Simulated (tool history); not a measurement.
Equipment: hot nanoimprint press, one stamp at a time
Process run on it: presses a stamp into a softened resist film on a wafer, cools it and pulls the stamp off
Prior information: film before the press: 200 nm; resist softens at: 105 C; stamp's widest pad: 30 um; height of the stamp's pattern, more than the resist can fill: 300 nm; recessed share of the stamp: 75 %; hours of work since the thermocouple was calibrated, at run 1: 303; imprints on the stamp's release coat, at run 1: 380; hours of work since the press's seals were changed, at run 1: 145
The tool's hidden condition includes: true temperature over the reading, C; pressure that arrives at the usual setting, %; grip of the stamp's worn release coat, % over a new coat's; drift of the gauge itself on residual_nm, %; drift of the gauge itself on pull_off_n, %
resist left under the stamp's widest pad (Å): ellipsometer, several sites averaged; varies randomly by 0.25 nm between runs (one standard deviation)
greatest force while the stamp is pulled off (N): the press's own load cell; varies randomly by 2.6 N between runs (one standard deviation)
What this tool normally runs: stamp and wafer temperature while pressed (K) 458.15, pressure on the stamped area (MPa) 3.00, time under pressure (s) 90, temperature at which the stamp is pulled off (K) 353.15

run     day  stamp and wafer temperature while pressed (K)  pressure on the stamped area (MPa)  time under pressure (s)  temperature at which the stamp is pulled off (K)  hours of work since the thermocouple was calibrated  imprints on the stamp's release coat  hours of work since the press's seals were changed  resist left under the stamp's widest pad (Å)  greatest force while the stamp is pulled off (N)
  1   0.000                                         458.15                                3.00                       90                                            353.15                                                  303                                   380                                                 145                                           820                                               180
  2   0.338                                         458.15                                3.00                       90                                            353.15                                                  308                                   401                                                 150                                           816                                               183
  3   0.808                                         458.15                                3.00                       90                                            353.15                                                  315                                   432                                                 157                                           822                                               176
  4   1.421                                         458.15                                3.00                       90                                            353.15                                                  324                                   471                                                 166                                           827                                               184
  5   1.683                                         458.15                                3.00                       90                                            353.15                                                  328                                   488                                                 170                                           823                                               177
  6   2.108                                         458.15                                4.49                       90                                            353.15                                                  334                                   515                                                 176                                           674                                               174
  7   2.542                                         458.15                                4.49                       90                                            353.15                                                  340                                   543                                                 182                                           674                                               176
  8   3.062                                         458.15                                4.49                       90                                            353.15                                                  347                                   576                                                 189                                           672                                               181
  9   3.642                                         458.15                                3.00                       90                                            339.15                                                  356                                   613                                                 198                                           825                                               198
 10   4.008                                         458.15                                3.00                       90                                            356.15                                                  361                                   637                                                 203                                           826                                               172
 11   4.475                                         458.15                                3.00                       90                                            356.15                                                  368                                   667                                                 210                                           826                                               173
 12   5.021                                         458.15                                3.00                       90                                            346.15                                                  376                                   702                                                 218                                           824                                               189
 13   5.525                                         458.15                                3.68                       90                                            353.15                                                  383                                   734                                                 225                                           746                                               176
 14   5.904                                         458.15                                3.68                       90                                            353.15                                                  388                                   758                                                 230                                           749                                               178
 15   6.329                                         458.15                                3.00                       77                                            353.15                                                  394                                   786                                                 236                                           875                                               180
 16   6.825                                         458.15                                3.00                       83                                            357.15                                                  402                                   817                                                 244                                           863                                               177
 17   7.417                                         454.15                                2.79                       83                                            357.15                                                  410                                   855                                                 252                                          1038                                               171
 18   7.725                                         454.15                                2.79                       83                                            357.15                                                  415                                   875                                                 257                                          1040                                               176
 19   8.108                                         458.15                                3.00                       90                                            345.15                                                  420                                   900                                                 262                                           827                                               187
 20   8.512                                         460.15                                3.00                       90                                            346.15                                                  426                                   926                                                 268                                           769                                               191
 21   8.808                                         460.15                                3.00                       90                                            346.15                                                  430                                   945                                                 272                                           768                                               192
 22   9.146                                         465.15                                3.00                       90                                            359.15                                                  435                                   966                                                 277                                           632                                               174
 23   9.425                                         452.15                                3.00                      131                                            359.15                                                  439                                   984                                                 281                                           929                                               165
 24  10.012                                         452.15                                3.00                      131                                            359.15                                                  447                                  1022                                                 289                                           929                                               170
 25  10.446                                         451.15                                4.08                       52                                            353.15                                                  454                                  1050                                                 296                                          1162                                               179
 26  10.725                                         469.15                                3.00                       89                                            352.15                                                  458                                  1068                                                 300                                           547                                               183
 27  11.125                                         469.15                                3.00                       89                                            352.15                                                  463                                  1093                                                 306                                           547                                               177
 28  11.679                                         469.15                                3.00                       89                                            352.15                                                  471                                  1129                                                 313                                           546                                               178
 29  12.150                                         462.15                                1.84                      107                                            351.15                                                  478                                  1159                                                 320                                           852                                               181

Forecast each of these 5 alternatives for the next run:
  A  12.712                                         462.15                                4.43                      107                                            351.15                                                  486                                  1195                                                 328                                             ?                                                 ?
  B  12.712                                         462.15                                1.84                      139                                            346.15                                                  486                                  1195                                                 328                                             ?                                                 ?
  C  12.712                                         458.15                                2.77                       90                                            353.15                                                  486                                  1195                                                 328                                             ?                                                 ?
  D  12.712                                         462.15                                4.64                      107                                            351.15                                                  486                                  1195                                                 328                                             ?                                                 ?
  E  12.712                                         458.15                                3.00                      132                                            353.15                                                  486                                  1195                                                 328                                             ?                                                 ?

run  resist left under the stamp's widest pad (Å)  greatest force while the stamp is pulled off (N)
  A                                           541                                               184
  B                                           771                                               188
  C                                           872                                               182
  D                                           532                                               182
  E                                           726                                               179
Stripped of hidden state, with their random variation kept, the same runs would have yielded:
run  resist left under the stamp's widest pad (Å)  greatest force while the stamp is pulled off (N)
  A                                           528                                               182
  B                                           752                                               187
  C                                           850                                               181
  D                                           518                                               181
  E                                           708                                               177

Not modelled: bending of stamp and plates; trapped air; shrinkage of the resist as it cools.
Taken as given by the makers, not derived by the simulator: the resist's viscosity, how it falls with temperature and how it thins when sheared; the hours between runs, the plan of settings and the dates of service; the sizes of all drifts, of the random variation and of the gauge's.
